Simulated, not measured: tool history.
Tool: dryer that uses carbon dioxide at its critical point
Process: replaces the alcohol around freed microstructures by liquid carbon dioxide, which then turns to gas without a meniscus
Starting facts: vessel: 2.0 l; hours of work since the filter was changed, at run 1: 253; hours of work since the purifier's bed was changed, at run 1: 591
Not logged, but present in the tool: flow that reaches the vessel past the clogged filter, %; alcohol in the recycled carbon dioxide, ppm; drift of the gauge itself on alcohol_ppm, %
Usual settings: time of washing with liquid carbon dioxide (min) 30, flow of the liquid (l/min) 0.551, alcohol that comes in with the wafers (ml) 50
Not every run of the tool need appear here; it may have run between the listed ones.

run	hour	time of washing with liquid carbon dioxide (min)	flow of the liquid (l/min)	alcohol that comes in with the wafers (ml)	hours of work since the filter was changed	hours of work since the purifier's bed was changed	alcohol left in the vessel before it's heated (ppm by volume)
1	0	30	0.551	50	253	591	125
2	41	30	0.396	50	278	616	490
3	80	30	0.406	50	302	641	467
4	105.3	30	0.406	50	318	656	457
# hour 140.6: inlet filter changed
5	143	30	0.406	50	1	679	345
6	177.2	30	0.551	50	23	700	105
7	214	30	0.551	50	45	723	109
8	259.7	30	0.551	50	74	751	107
9	278.9	30	0.551	50	86	763	117
10	311.5	30	0.398	50	106	783	429
11	343.1	18	0.419	50	125	803	1812
12	378	18	0.419	50	147	825	1864
13	423	18	0.419	50	175	852	1834
14	452.1	18	0.91	50	193	870	140
15	473.9	18	0.417	50	206	884	1953
16	496.2	18	0.519	100	220	898	2064
17	539	39	0.747	31	247	924	46
18	584.4	30	0.937	50	275	952	50

Forecast each of these 3 alternatives for the next run:
A	630.1	46	0.705	73	303	981	?
B	630.1	30	0.374	50	303	981	?
C	630.1	26	0.359	50	303	981	?

run	alcohol left in the vessel before it's heated (ppm by volume)
A	46
B	618
C	1160
With the hidden condition removed and each run's random variation left untouched, the same runs would have given:
run	alcohol left in the vessel before it's heated (ppm by volume)
A	3
B	433
C	875
